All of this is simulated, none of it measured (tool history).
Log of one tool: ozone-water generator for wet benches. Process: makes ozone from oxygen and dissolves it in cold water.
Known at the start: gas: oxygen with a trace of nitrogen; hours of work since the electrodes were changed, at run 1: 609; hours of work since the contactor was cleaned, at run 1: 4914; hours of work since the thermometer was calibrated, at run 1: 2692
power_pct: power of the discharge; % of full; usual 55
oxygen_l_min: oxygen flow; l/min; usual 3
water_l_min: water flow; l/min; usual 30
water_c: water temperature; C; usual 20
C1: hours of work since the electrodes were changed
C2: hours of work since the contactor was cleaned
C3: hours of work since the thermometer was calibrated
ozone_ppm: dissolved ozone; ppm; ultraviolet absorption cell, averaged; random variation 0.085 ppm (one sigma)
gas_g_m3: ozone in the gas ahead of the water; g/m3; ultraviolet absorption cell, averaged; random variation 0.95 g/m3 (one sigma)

{"run": 1, "hour": 0.0, "power_pct": 55, "oxygen_l_min": 3, "water_l_min": 30, "water_c": 20, "C1": 609, "C2": 4914, "C3": 2692, "ozone_ppm": 8.91, "gas_g_m3": 159.7}
{"run": 2, "hour": 141.5, "power_pct": 55, "oxygen_l_min": 3, "water_l_min": 42, "water_c": 20, "C1": 696, "C2": 5001, "C3": 2779, "ozone_ppm": 6.21, "gas_g_m3": 159.4}
{"run": 3, "hour": 272.1, "power_pct": 55, "oxygen_l_min": 3, "water_l_min": 35, "water_c": 20, "C1": 775, "C2": 5081, "C3": 2859, "ozone_ppm": 7.47, "gas_g_m3": 158.2}
{"run": 4, "hour": 336.5, "power_pct": 55, "oxygen_l_min": 3, "water_l_min": 35, "water_c": 20, "C1": 815, "C2": 5120, "C3": 2898, "ozone_ppm": 7.47, "gas_g_m3": 159.8}
{"run": 5, "hour": 406.7, "power_pct": 55, "oxygen_l_min": 2.81, "water_l_min": 30, "water_c": 20, "C1": 858, "C2": 5163, "C3": 2941, "ozone_ppm": 8.74, "gas_g_m3": 164.5}
{"run": 6, "hour": 502.8, "power_pct": 55, "oxygen_l_min": 2.81, "water_l_min": 35, "water_c": 20, "C1": 917, "C2": 5222, "C3": 3000, "ozone_ppm": 7.27, "gas_g_m3": 163.2}
{"run": 7, "hour": 604.2, "power_pct": 55, "oxygen_l_min": 3, "water_l_min": 30, "water_c": 26, "C1": 979, "C2": 5284, "C3": 3062, "ozone_ppm": 8.22, "gas_g_m3": 158.7}
{"run": 8, "hour": 700.1, "power_pct": 55, "oxygen_l_min": 3, "water_l_min": 30, "water_c": 26, "C1": 1037, "C2": 5343, "C3": 3121, "ozone_ppm": 8.27, "gas_g_m3": 160.1}
{"run": 9, "hour": 766.2, "power_pct": 55, "oxygen_l_min": 3, "water_l_min": 48, "water_c": 18, "C1": 1078, "C2": 5383, "C3": 3161, "ozone_ppm": 5.47, "gas_g_m3": 157.1}
{"run": 10, "hour": 854.6, "power_pct": 55, "oxygen_l_min": 3, "water_l_min": 48, "water_c": 18, "C1": 1132, "C2": 5437, "C3": 3215, "ozone_ppm": 5.26, "gas_g_m3": 158.6}
{"run": 11, "hour": 955.9, "power_pct": 71, "oxygen_l_min": 1.72, "water_l_min": 21, "water_c": 17, "C1": 1194, "C2": 5499, "C3": 3277, "ozone_ppm": 12.76, "gas_g_m3": 244.1}
{"run": 12, "hour": 1074.9, "power_pct": 83, "oxygen_l_min": 3, "water_l_min": 27, "water_c": 12, "C1": 1267, "C2": 5572, "C3": 3350, "ozone_ppm": 13.16, "gas_g_m3": 203.5}
{"run": 13, "hour": 1143.8, "power_pct": 55, "oxygen_l_min": 3, "water_l_min": 46, "water_c": 12, "C1": 1309, "C2": 5614, "C3": 3392, "ozone_ppm": 5.73, "gas_g_m3": 159.2}
{"run": 14, "hour": 1235.5, "power_pct": 55, "oxygen_l_min": 3, "water_l_min": 46, "water_c": 12, "C1": 1365, "C2": 5670, "C3": 3448, "ozone_ppm": 5.66, "gas_g_m3": 159.3}
{"run": 15, "hour": 1364.4, "power_pct": 59, "oxygen_l_min": 3, "water_l_min": 46, "water_c": 12, "C1": 1444, "C2": 5749, "C3": 3527, "ozone_ppm": 5.94, "gas_g_m3": 164.2}

The same runs without the tool's hidden state, with the same run-to-run variation:
The hidden state here: yield of the discharge, % of new electrodes'; contactor's efficiency, % of a clean one's; true water temperature over the reading, C; drift of the gauge itself on ozone_ppm, %; drift of the gauge itself on gas_g_m3, %.
run=1 ozone_ppm=9.28 gas_g_m3=160.8
run=2 ozone_ppm=6.51 gas_g_m3=160.7
run=3 ozone_ppm=7.83 gas_g_m3=159.6
run=4 ozone_ppm=7.84 gas_g_m3=161.3
run=5 ozone_ppm=9.15 gas_g_m3=166.1
run=6 ozone_ppm=7.64 gas_g_m3=164.9
run=7 ozone_ppm=8.64 gas_g_m3=160.6
run=8 ozone_ppm=8.71 gas_g_m3=162.1
run=9 ozone_ppm=5.79 gas_g_m3=159.2
run=10 ozone_ppm=5.58 gas_g_m3=160.8
run=11 ozone_ppm=13.41 gas_g_m3=248.3
run=12 ozone_ppm=13.94 gas_g_m3=207.7
run=13 ozone_ppm=6.1 gas_g_m3=161.8
run=14 ozone_ppm=6.04 gas_g_m3=162
run=15 ozone_ppm=6.36 gas_g_m3=167.3

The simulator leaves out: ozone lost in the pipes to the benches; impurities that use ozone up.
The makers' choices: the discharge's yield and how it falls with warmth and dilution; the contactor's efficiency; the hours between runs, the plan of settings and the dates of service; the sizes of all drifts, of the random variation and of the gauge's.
